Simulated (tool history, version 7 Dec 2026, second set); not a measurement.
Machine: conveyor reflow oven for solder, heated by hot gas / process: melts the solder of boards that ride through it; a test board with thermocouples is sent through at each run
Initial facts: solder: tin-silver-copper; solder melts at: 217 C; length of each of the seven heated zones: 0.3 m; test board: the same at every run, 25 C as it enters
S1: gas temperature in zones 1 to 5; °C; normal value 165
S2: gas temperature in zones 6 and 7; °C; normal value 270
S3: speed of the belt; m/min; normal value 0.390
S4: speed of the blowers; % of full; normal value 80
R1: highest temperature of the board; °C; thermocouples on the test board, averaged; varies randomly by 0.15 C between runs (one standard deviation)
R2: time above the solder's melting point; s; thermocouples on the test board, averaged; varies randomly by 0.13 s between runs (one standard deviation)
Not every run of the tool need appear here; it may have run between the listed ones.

Run 1, hour 0.0: usual settings. Result: R1 259.7 °C, R2 73.6 s.
Run 2, hour 21.3: usual settings. Result: R1 259.6 °C, R2 73.7 s.
Run 3, hour 42.0: usual settings. Result: R1 259.5 °C, R2 73.6 s.
Run 4, hour 54.1: usual settings. Result: R1 259.6 °C, R2 73.9 s.
Run 5, hour 79.5: usual settings. Result: R1 259.7 °C, R2 73.6 s.
Run 6, hour 99.9: usual settings but S3 0.311 m/min. Result: R1 264.6 °C, R2 98.7 s.
Run 7, hour 113.8: usual settings but S1 168 °C, S3 0.430 m/min. Result: R1 257.0 °C, R2 65.2 s.
At hour 119.1: belt drive overhauled, speed set with a stopwatch.
Run 8, hour 135.5: usual settings but S1 168 °C, S3 0.430 m/min. Result: R1 257.4 °C, R2 65.4 s.
Run 9, hour 147.6: usual settings but S1 168 °C, S3 0.430 m/min. Result: R1 257.1 °C, R2 65.2 s.
Run 10, hour 164.7: usual settings but S1 153 °C, S3 0.375 m/min. Result: R1 259.1 °C, R2 72.4 s.

Predict the results of run 11:
Run 11, hour 183.4: usual settings but S1 159 °C, S2 281 °C, S3 0.405 m/min, S4 81 % of full. Result: R1 ?, R2 ?.

Run 11 yielded R1 268.3 °C, R2 73.4 s.
Take away the tool's hidden state, keep the run-to-run variation as it was, and the same run would have given R1 269.7 °C, R2 74.2 s.
